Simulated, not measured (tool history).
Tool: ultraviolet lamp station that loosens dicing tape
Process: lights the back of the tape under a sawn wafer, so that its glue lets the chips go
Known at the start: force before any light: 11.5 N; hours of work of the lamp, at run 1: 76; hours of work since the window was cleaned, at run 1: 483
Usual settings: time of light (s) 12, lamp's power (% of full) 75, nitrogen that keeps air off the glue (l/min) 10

run,day,time of light (s),lamp's power (% of full),nitrogen that keeps air off the glue (l/min),hours of work of the lamp,hours of work since the window was cleaned,force that peels the tape off (N),light that reached the tape (J/m2)
1,0.000,12,75,10,76,483,1.088,3510
# day 0.671: window cleaned of glue's vapour
2,1.425,12,75,10,98,12,0.939,3780
3,3.075,12,75,10,125,39,0.942,3700
4,4.358,12,75,10,146,60,0.942,3660
5,5.588,14,75,10,166,80,0.684,4260
6,6.517,12,75,10,181,95,0.979,3600
7,7.958,12,75,10,204,118,0.997,3600
8,9.321,12,75,18,227,140,0.825,3570
9,11.333,12,75,10,259,173,1.068,3520
10,13.183,12,75,10,289,203,1.098,3480
11,14.283,12,75,19,307,221,0.867,3390
12,15.158,9,75,19,321,235,1.571,2540
13,17.242,12,75,10,355,269,1.133,3330
14,19.075,12,75,10,385,299,1.217,3320
15,21.162,12,75,10,419,333,1.266,3280
16,22.217,12,75,19,436,350,1.002,3230
17,23.383,12,75,19,455,369,1.000,3220
18,25.025,12,75,19,481,395,1.000,3160
19,25.958,12,75,19,497,410,1.051,3150
20,27.083,12,75,10,515,429,1.381,3120
21,28.883,12,75,10,544,458,1.430,3090
22,30.608,9,75,4,572,486,3.259,2290
# day 31.008: window cleaned of glue's vapour
23,32.642,7,91,5,605,27,3.056,2280
24,33.638,11,91,5,621,43,1.522,3560
25,34.908,10,77,12,642,63,1.715,2710
26,36.629,12,91,9,670,91,0.944,3750
27,38.242,23,91,9,696,117,0.241,7160
28,39.829,23,89,9,721,143,0.261,6880
29,41.629,23,89,9,751,172,0.267,6860
30,42.725,23,89,9,769,190,0.265,6790
31,44.125,23,89,9,791,213,0.277,6690
32,45.050,20,71,9,806,228,0.629,4600
33,45.954,20,71,9,821,243,0.624,4540
34,47.433,15,78,9,845,267,1.018,3710
35,49.117,15,78,9,872,294,1.071,3660
36,50.250,15,78,9,891,312,1.046,3650
# day 51.308: lamp changed
37,52.096,6,98,9,13,342,2.146,2460
38,53.842,7,75,8,41,370,2.738,2180
39,55.308,14,79,6,65,394,0.799,4500
40,56.729,12,71,10,88,417,1.157,3460
41,58.575,12,71,8,118,447,1.245,3330
42,60.150,10,90,15,143,472,0.885,3580

The same runs without the tool's hidden state, with the same run-to-run variation:
The hidden state here: lamp's light, % of a new lamp's; light that the window lets through, % of a clean one's; drift of the gauge itself on peel_n, %; drift of the gauge itself on dose_mj_cm2, %.
run,force that peels the tape off (N),light that reached the tape (J/m2)
1,0.841,3940
2,0.834,3990
3,0.816,3950
4,0.798,3940
5,0.564,4630
6,0.805,3940
7,0.800,3980
8,0.642,3980
9,0.812,3980
10,0.810,3990
11,0.623,3930
12,1.167,2950
13,0.788,3940
14,0.821,3970
15,0.830,3990
16,0.633,3960
17,0.616,3980
18,0.598,3960
19,0.625,3980
20,0.832,3970
21,0.834,3980
22,2.247,2990
23,2.263,2810
24,0.977,4420
25,1.098,3400
26,0.541,4770
27,0.184,9220
28,0.193,8990
29,0.190,9090
30,0.187,9080
31,0.192,9050
32,0.317,6270
33,0.304,6230
34,0.480,5170
35,0.490,5150
36,0.470,5180
37,1.953,2610
38,2.480,2330
39,0.666,4870
40,0.953,3790
41,1.006,3690
42,0.683,4000
